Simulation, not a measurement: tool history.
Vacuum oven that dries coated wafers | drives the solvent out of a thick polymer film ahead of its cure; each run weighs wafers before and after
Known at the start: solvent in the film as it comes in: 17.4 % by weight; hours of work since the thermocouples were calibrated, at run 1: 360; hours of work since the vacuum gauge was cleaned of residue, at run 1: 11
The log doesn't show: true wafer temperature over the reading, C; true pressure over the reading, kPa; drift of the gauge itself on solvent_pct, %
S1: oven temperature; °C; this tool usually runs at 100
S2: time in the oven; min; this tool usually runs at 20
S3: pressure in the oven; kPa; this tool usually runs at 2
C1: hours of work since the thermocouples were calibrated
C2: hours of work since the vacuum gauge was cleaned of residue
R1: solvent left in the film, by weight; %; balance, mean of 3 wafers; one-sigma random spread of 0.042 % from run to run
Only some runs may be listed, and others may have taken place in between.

| run | day | S1 | S2 | S3 | C1 | C2 | R1 |
|---|---|---|---|---|---|---|---|
| 1 | 0 | 100 | 20 | 2 | 360 | 11 | 2.25 |
| 2 | 2.462 | 100 | 20 | 2 | 388 | 39 | 2.18 |
| 3 | 6.717 | 100 | 20 | 2 | 436 | 87 | 2.18 |
| 4 | 10.679 | 100 | 20 | 2 | 481 | 132 | 2.21 |
| 5 | 13.792 | 100 | 10 | 2 | 516 | 168 | 3.87 |
| 6 | 17.254 | 100 | 10 | 2 | 556 | 207 | 3.84 |
| 7 | 19.996 | 100 | 10 | 2 | 587 | 238 | 3.96 |
| 8 | 24.358 | 100 | 20 | 2 | 636 | 287 | 2.19 |
| 9 | 26.871 | 100 | 18 | 1.45 | 665 | 316 | 1.81 |
|  | 29.717 | oven's thermocouples calibrated |
| 10 | 30.333 | 113 | 14 | 2 | 7 | 354 | 1.24 |
| 11 | 33.654 | 100 | 20 | 6.74 | 45 | 392 | 6.61 |
| 12 | 35.846 | 100 | 20 | 6.74 | 69 | 416 | 6.52 |
| 13 | 39.988 | 100 | 20 | 6.74 | 116 | 463 | 6.64 |
| 14 | 44.042 | 92 | 12 | 6.79 | 162 | 509 | 10.64 |
| 15 | 46.688 | 92 | 12 | 1.11 | 192 | 539 | 5.58 |

Results per run with the tool's hidden condition removed, run-to-run variation unchanged:
| run | R1 |
|---|---|
| 1 | 2.32 |
| 2 | 2.25 |
| 3 | 2.25 |
| 4 | 2.28 |
| 5 | 4.08 |
| 6 | 4.06 |
| 7 | 4.19 |
| 8 | 2.27 |
| 9 | 1.9 |
| 10 | 1.17 |
| 11 | 6.47 |
| 12 | 6.39 |
| 13 | 6.51 |
| 14 | 10.53 |
| 15 | 5.47 |

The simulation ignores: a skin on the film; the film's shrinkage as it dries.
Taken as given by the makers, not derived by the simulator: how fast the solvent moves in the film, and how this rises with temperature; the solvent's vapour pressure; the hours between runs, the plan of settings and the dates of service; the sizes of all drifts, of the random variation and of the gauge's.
